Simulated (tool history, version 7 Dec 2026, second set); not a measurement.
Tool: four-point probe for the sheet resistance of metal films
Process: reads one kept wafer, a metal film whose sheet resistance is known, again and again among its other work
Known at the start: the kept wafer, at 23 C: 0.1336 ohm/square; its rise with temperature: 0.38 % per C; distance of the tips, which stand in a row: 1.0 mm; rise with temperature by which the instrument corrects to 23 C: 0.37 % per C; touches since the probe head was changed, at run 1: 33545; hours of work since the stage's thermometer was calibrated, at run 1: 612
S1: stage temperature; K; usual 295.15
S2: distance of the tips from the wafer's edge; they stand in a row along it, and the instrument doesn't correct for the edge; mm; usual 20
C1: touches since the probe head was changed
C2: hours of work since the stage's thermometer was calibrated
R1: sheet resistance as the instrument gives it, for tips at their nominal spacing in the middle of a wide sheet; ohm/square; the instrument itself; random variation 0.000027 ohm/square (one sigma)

run    hour      S1  S2     C1   C2        R1
  1       0  295.15  20  33545  612  0.133779
  2    61.6  295.15  20  36012  647  0.133696
  3   123.1  306.15  20  38472  682  0.133843
  4   163.8  306.15  20  40102  705  0.133775
  5   199.5  306.15  20  41530  725  0.133752
  6     230  307.15  20  42748  742  0.133755
  7   295.7  307.15  20  45378  779  0.133712
  8   349.1  307.15  20  47516  809  0.133626
  9   378.1  307.15  20  48675  825  0.133647
 10   433.2  295.15  20  50883  856  0.133489
 11     493  295.15  20  53272  890  0.133484
 12     551  295.15  20  55594  923  0.133437
 13   602.3  295.15  20  57649  951  0.133465
      608.9  -- stage's thermometer calibrated
 14     649  295.15  20  59496   23  0.133303
 15   692.5  295.15  15  61237   47  0.133448
 16     754  295.15  15  63698   82  0.133459
 17   787.6  295.15  45  65045  101  0.133116
      852.1  -- stage's thermometer calibrated, once more
 18   853.6  295.15  45  67664    1  0.133317
 19   894.8  300.15  20  69314   24  0.133485
 20   949.1  300.15  20  71487   55  0.133459
 21  1004.3  295.15  20  73694   86  0.133386
 22  1068.3  293.15  20  76256  122  0.133295
 23  1120.7  302.15  15  78351  151   0.13353
 24  1160.3  295.15  71  79939  174  0.133072
 25  1189.4  295.15  71  81101  190   0.13315
 26  1241.2  302.15  20  83174  219  0.133343
 27  1280.8  301.15   4  84758  241  0.137444
 28    1310  301.15   4  85930  258  0.137449
 29  1339.9  301.15  45  87126  275  0.133149
 30  1376.8  301.15  45  88601  295  0.133123
     1411.1  -- new probe head fitted
 31  1416.5  302.15  20    215  317  0.133751
 32  1467.8  302.15  20   2267  346  0.133647
 33  1509.8  302.15  20   3949  370  0.133658
 34  1541.9  302.15  20   5235  388  0.133634
 35  1569.3  291.15  33   6332  403  0.133397
 36  1618.9  291.15  11   8317  431  0.133895
 37  1671.5  299.15  15  10421  461  0.133693
 38  1733.5  292.15   3  12902  496  0.140773
 39  1768.7  300.15  62  14311  516  0.133371
 40    1815  300.15  62  16162  542  0.133329
 41  1866.8  296.15   4  18236  571  0.137566
 42  1896.4  296.15   4  19420  588  0.137581
 43  1942.5  294.15   3  21267  613  0.140648
 44  1993.1  295.15   4  23288  642  0.137459

Hidden state or all else? Some run-to-run changes of R1, split into what the settings, what came in and random variation would give without the hidden state, and what is left for the hidden state (with any gauge scatter that isn't in both results):
The hidden state here: inner tips' distance over the nominal, %; tips' flats over new ones', %; wafer's true temperature over the reading, C; drift of the gauge itself on sheet_ohm, %.
Run 13 -> 14: stage's thermometer calibrated. R1 -0.000162 ohm/square: hidden state -0.00007, all else -0.000092.
Run 17 -> 18: stage's thermometer calibrated, once more. R1 +0.000201 ohm/square: hidden state +0.000188, all else +0.000013.
Run 28 -> 29: S2 4 -> 45. R1 -0.0043 ohm/square: hidden state +0.000001, all else -0.004301.
Run 30 -> 31: S1 301.15 -> 302.15, S2 45 -> 20, new probe head fitted. R1 +0.000628 ohm/square: hidden state +0.000459, all else +0.000169.
Run 37 -> 38: S1 299.15 -> 292.15, S2 15 -> 3. R1 +0.00708 ohm/square: hidden state -0.000049, all else +0.007129.
Run 38 -> 39: S1 292.15 -> 300.15, S2 3 -> 62. R1 -0.007402 ohm/square: hidden state -0.000003, all else -0.007399.
